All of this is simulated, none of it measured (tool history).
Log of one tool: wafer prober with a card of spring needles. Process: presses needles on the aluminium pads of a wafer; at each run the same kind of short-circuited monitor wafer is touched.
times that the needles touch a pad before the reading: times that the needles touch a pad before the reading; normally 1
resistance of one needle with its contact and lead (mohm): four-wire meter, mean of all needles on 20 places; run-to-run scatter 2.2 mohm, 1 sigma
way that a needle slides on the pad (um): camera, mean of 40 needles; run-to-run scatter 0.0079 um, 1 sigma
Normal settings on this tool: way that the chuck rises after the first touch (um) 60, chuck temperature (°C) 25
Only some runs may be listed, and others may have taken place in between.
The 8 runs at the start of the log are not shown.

| run | hour | way that the chuck rises after the first touch (um) | chuck temperature (°C) | times that the needles touch a pad before the reading | touches since the tips were cleaned | cleanings since the card got new needles | touches since the first contact's height was set | resistance of one needle with its contact and lead (mohm) | way that a needle slides on the pad (um) |
|---|---|---|---|---|---|---|---|---|---|
|  | 68.4 | tips cleaned on abrasive film |
|  | 74.1 | height of the first contact set anew |
| 9 | 77.1 | 60 | 34 | 2 | 5018 | 34 | 1786 | 308 | 10.585 |
|  | 82.1 | tips cleaned on abrasive film |
| 10 | 84.6 | 60 | 25 | 1 | 1543 | 35 | 6280 | 291 | 10.592 |
|  | 95.3 | tips cleaned on abrasive film |
| 11 | 95.8 | 60 | 96 | 1 | 263 | 36 | 12889 | 282 | 10.557 |
| 12 | 107.2 | 60 | 25 | 1 | 7157 | 36 | 19783 | 360 | 10.558 |
|  | 108.1 | tips cleaned on abrasive film |
| 13 | 113.7 | 60 | 25 | 1 | 3404 | 37 | 23611 | 321 | 10.551 |
|  | 120.8 | tips cleaned on abrasive film |
| 14 | 123.9 | 60 | 25 | 1 | 1892 | 38 | 29677 | 298 | 10.532 |
|  | 133.5 | tips cleaned on abrasive film |
| 15 | 133.5 | 60 | 35 | 1 | 11 | 39 | 35375 | 265 | 10.505 |
| 16 | 142.4 | 60 | 35 | 1 | 5332 | 39 | 40696 | 343 | 10.507 |
|  | 146.3 | tips cleaned on abrasive film |
| 17 | 151.4 | 60 | 35 | 1 | 3062 | 40 | 46035 | 315 | 10.481 |
| 18 | 157.3 | 75 | 35 | 1 | 6609 | 40 | 49582 | 322 | 13.14 |
|  | 158.9 | tips cleaned on abrasive film |
| 19 | 166.5 | 60 | 25 | 1 | 4529 | 41 | 55034 | 331 | 10.481 |
|  | 171.6 | tips cleaned on abrasive film |
| 20 | 176.9 | 55 | 44 | 2 | 3174 | 42 | 61219 | 300 | 9.573 |
| 21 | 182.2 | 55 | 44 | 2 | 6372 | 42 | 64417 | 324 | 9.589 |
|  | 184.2 | tips cleaned on abrasive film |
| 22 | 191.5 | 55 | 44 | 2 | 4355 | 43 | 69917 | 314 | 9.562 |
|  | 197.4 | tips cleaned on abrasive film |
| 23 | 199.2 | 41 | 59 | 2 | 1101 | 44 | 74502 | 303 | 7.072 |
|  | 210.3 | tips cleaned on abrasive film |
| 24 | 210.9 | 43 | 59 | 2 | 361 | 45 | 81460 | 280 | 7.412 |
| 25 | 219.5 | 43 | 59 | 2 | 5521 | 45 | 86620 | 366 | 7.419 |
|  | 220.8 | height of the first contact set anew |
|  | 223.3 | tips cleaned on abrasive film |
| 26 | 230.6 | 61 | 103 | 3 | 4353 | 46 | 5816 | 297 | 10.752 |
|  | 236.3 | tips cleaned on abrasive film |
| 27 | 240.3 | 69 | 103 | 1 | 2421 | 47 | 11586 | 305 | 12.14 |
|  | 249.3 | tips cleaned on abrasive film |
| 28 | 249.6 | 69 | 103 | 1 | 180 | 48 | 17121 | 278 | 12.134 |
| 29 | 258.4 | 67 | 43 | 1 | 5447 | 48 | 22388 | 334 | 11.765 |
|  | 262 | tips cleaned on abrasive film |
| 30 | 264.4 | 54 | 34 | 3 | 1424 | 49 | 25936 | 269 | 9.454 |
| 31 | 274.3 | 54 | 34 | 3 | 7349 | 49 | 31861 | 298 | 9.459 |
|  | 275.1 | tips cleaned on abrasive film |
| 32 | 280.5 | 69 | 34 | 3 | 3249 | 50 | 35514 | 274 | 12.091 |
| 33 | 286.3 | 73 | 25 | 1 | 6743 | 50 | 39008 | 325 | 12.801 |

3 ways to go on from here, each from the tool as it stands after run 33. What would each give?
|  | 288.3 | tips cleaned on abrasive film |
| A | 291.3 | 73 | 25 | 1 | 1814 | 51 | 41967 | ? | ? |
|  | 288.3 | tips cleaned on abrasive film |
| B | 291.3 | 73 | 65 | 1 | 1814 | 51 | 41967 | ? | ? |
|  | 288.3 | tips cleaned on abrasive film |
| C | 291.3 | 60 | 25 | 1 | 1814 | 51 | 41967 | ? | ? |

| run | resistance of one needle with its contact and lead (mohm) | way that a needle slides on the pad (um) |
|---|---|---|
| A | 276 | 12.776 |
| B | 292 | 12.769 |
| C | 300 | 10.476 |
With the hidden condition removed and each run's random variation left untouched, the same runs would have given:
| run | resistance of one needle with its contact and lead (mohm) | way that a needle slides on the pad (um) |
|---|---|---|
| A | 243 | 12.875 |
| B | 260 | 12.868 |
| C | 253 | 10.575 |
